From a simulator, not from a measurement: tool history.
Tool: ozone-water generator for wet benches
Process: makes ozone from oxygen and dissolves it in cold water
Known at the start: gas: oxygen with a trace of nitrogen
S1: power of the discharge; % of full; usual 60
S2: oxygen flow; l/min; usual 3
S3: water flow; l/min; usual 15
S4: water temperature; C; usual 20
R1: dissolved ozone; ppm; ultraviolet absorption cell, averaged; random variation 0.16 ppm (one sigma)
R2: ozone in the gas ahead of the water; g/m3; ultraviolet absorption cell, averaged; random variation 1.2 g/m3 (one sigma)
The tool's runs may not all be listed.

{"run": 1, "hour": 0.0, "S1": 60, "S2": 3, "S3": 15, "S4": 20, "R1": 17.4, "R2": 180.6}
{"run": 2, "hour": 87.6, "S1": 60, "S2": 3.49, "S3": 15, "S4": 20, "R1": 17.6, "R2": 167.7}
{"run": 3, "hour": 209.1, "S1": 60, "S2": 3.49, "S3": 15, "S4": 20, "R1": 17.3, "R2": 169}
{"run": 4, "hour": 308.2, "S1": 60, "S2": 3.49, "S3": 15, "S4": 20, "R1": 17.6, "R2": 167.9}
{"run": 5, "hour": 401.0, "S1": 60, "S2": 3.49, "S3": 15, "S4": 20, "R1": 17.5, "R2": 167.3}
{"run": 6, "hour": 537.6, "S1": 60, "S2": 3.49, "S3": 15, "S4": 20, "R1": 17.3, "R2": 166.3}
{"run": 7, "hour": 650.0, "S1": 60, "S2": 3, "S3": 9, "S4": 20, "R1": 24.3, "R2": 180.8}
{"run": 8, "hour": 802.5, "S1": 60, "S2": 3, "S3": 9, "S4": 20, "R1": 24.2, "R2": 177.3}
{"run": 9, "hour": 992.9, "S1": 60, "S2": 3, "S3": 15, "S4": 20, "R1": 16.4, "R2": 175.5}
{"hour": 1100.4, "done": "electrodes of the discharge changed"}
{"run": 10, "hour": 1203.2, "S1": 60, "S2": 3, "S3": 15, "S4": 13, "R1": 21.5, "R2": 210.9}
{"hour": 1223.1, "done": "contactor cleaned"}
{"run": 11, "hour": 1325.0, "S1": 99, "S2": 3, "S3": 15, "S4": 13, "R1": 27.7, "R2": 279.2}
{"run": 12, "hour": 1411.0, "S1": 86, "S2": 3, "S3": 14, "S4": 13, "R1": 27.4, "R2": 255.4}
{"run": 13, "hour": 1594.8, "S1": 60, "S2": 3, "S3": 11, "S4": 20, "R1": 24.4, "R2": 210.7}

Forecast run 14:
{"hour": 1700.6, "done": "contactor cleaned, once more"}
{"run": 14, "hour": 1755.6, "S1": 60, "S2": 3, "S3": 11, "S4": 13, "R1": "?", "R2": "?"}

{"run 14": {"R1": 27.9, "R2": 209.6}}
Without the tool's hidden state the same run would have given R1 28.4 ppm, R2 212.8 g/m3.
